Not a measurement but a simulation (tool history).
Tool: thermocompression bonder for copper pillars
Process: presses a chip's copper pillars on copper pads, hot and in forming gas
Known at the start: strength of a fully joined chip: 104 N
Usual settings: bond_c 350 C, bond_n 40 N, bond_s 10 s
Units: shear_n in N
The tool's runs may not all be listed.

{"run": 1, "hour": 0.0, "bond_c": 350, "bond_n": 40, "bond_s": 10, "shear_n": 46.8}
{"run": 2, "hour": 16.6, "bond_c": 379, "bond_n": 40, "bond_s": 10, "shear_n": 61.7}
{"run": 3, "hour": 34.6, "bond_c": 350, "bond_n": 46, "bond_s": 10, "shear_n": 52.8}
{"run": 4, "hour": 49.3, "bond_c": 350, "bond_n": 46, "bond_s": 10, "shear_n": 53.6}
{"run": 5, "hour": 63.9, "bond_c": 350, "bond_n": 46, "bond_s": 10, "shear_n": 53.1}
{"run": 6, "hour": 71.9, "bond_c": 350, "bond_n": 40, "bond_s": 10, "shear_n": 46.4}

The next listed run, before its measurement:
{"run": 7, "hour": 80.4, "bond_c": 326, "bond_n": 40, "bond_s": 10, "shear_n": "?"}

Run 7 gave shear_n 36.2 N.
Without the tool's hidden state the same run would have given shear_n 43.7 N.
